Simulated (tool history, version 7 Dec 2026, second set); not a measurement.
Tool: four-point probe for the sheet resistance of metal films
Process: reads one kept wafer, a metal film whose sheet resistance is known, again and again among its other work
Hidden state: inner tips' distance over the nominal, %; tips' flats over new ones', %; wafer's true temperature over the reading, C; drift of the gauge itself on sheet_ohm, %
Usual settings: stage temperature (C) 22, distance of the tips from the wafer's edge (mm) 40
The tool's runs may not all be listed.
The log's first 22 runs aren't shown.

run,hour,stage temperature (C),distance of the tips from the wafer's edge (mm),touches since the probe head was changed,hours of work since the stage's thermometer was calibrated,sheet resistance as the instrument gives it (ohm/square)
23,1362.4,32,68,76157,217,0.058858
24,1449.9,21,3,80108,269,0.060486
25,1494.1,24,5,82104,295,0.059516
26,1580,19,5,85981,345,0.059663
27,1624.5,31,18,87988,371,0.058874
28,1673.9,31,18,90218,400,0.058852
29,1738.4,31,18,93129,438,0.058855
30,1802.5,31,18,96026,476,0.05885
31,1839.9,33,32,97713,498,0.058771
32,1877.7,22,6,99417,520,0.059364
33,1924.5,34,40,101530,547,0.05871
34,1980.6,22,5,104064,580,0.059505
35,2053.8,21,10,107368,623,0.059125
36,2092.5,22,61,109114,646,0.058994
37,2172.8,27,16,112740,693,0.058892
38,2261.3,19,34,116735,745,0.059057
39,2297.8,32,41,118384,766,0.058687
40,2386.5,24,47,122387,818,0.0589
41,2443,24,47,124938,852,0.058891
42,2491,28,9,127104,880,0.058917
43,2569.7,22,3,130660,926,0.060312
44,2632,22,3,133470,963,0.060301

Forecast each of these 5 alternatives for the next run:
A,2702.9,26,3,136673,1004,?
B,2702.9,32,22,136673,1004,?
C,2702.9,30,25,136673,1004,?
D,2702.9,29,74,136673,1004,?
E,2702.9,33,31,136673,1004,?

run,sheet resistance as the instrument gives it (ohm/square)
A,0.060174
B,0.058648
C,0.058734
D,0.058714
E,0.058636
Without the tool's hidden state the same runs would have given:
run,sheet resistance as the instrument gives it (ohm/square)
A,0.060616
B,0.05908
C,0.059166
D,0.059147
E,0.059068

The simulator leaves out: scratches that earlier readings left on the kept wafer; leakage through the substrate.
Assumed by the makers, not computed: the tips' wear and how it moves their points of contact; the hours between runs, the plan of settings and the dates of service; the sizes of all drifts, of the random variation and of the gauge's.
